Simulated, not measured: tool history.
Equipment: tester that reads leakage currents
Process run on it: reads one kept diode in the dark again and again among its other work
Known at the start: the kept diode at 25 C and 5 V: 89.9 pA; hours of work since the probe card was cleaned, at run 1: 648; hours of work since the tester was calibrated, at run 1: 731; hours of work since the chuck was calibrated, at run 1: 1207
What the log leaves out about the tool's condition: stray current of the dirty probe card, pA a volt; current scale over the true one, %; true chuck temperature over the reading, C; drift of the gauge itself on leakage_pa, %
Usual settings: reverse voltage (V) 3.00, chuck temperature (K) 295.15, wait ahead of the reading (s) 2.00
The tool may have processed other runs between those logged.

run	hour	reverse voltage (V)	chuck temperature (K)	wait ahead of the reading (s)	hours of work since the probe card was cleaned	hours of work since the tester was calibrated	hours of work since the chuck was calibrated	current that the tester gives (pA)
1	0.0	3.00	295.15	2.00	648	731	1207	57.72
2	46.6	3.00	295.15	2.00	675	757	1233	58.13
3	69.3	3.00	295.15	2.00	687	770	1246	58.45
4	111.7	3.00	295.15	2.00	711	793	1270	58.71
5	140.5	3.00	295.15	2.00	727	810	1286	58.77
6	167.3	3.00	295.15	2.00	742	825	1301	58.64
7	192.1	3.00	295.15	2.00	756	839	1315	58.69
8	218.2	3.00	295.15	2.00	771	853	1330	59.46
9	257.7	3.00	295.15	2.00	793	875	1352	59.11
10	280.9	3.00	301.15	2.00	806	889	1365	89.36
11	308.7	1.66	317.15	2.00	822	904	1381	187.19
12	347.7	2.61	312.15	1.92	844	926	1403	173.60
13	379.0	2.61	312.15	1.92	861	944	1420	174.98
14	421.8	3.00	314.15	2.00	885	968	1444	216.00
15	460.0	3.00	296.15	2.00	907	989	1466	64.32
16	500.2	12.79	295.15	1.24	929	1012	1488	154.19
17	540.6	12.79	305.15	1.24	952	1034	1511	287.12

Below, some changes in current that the tester gives (pA) between adjacent runs. For each, the amount present without the hidden state too (settings, incoming material, random variation) and the amount remaining for the hidden state with gauge scatter not shared by both compared results:
Run 14 -> 15: chuck temperature (K) 314.15 -> 296.15. current that the tester gives (pA) -151.68: hidden state +3.11, all else -154.79.
Run 15 -> 16: reverse voltage (V) 3.00 -> 12.79, chuck temperature (K) 296.15 -> 295.15, wait ahead of the reading (s) 2.00 -> 1.24. current that the tester gives (pA) +89.87: hidden state +24.32, all else +65.55.
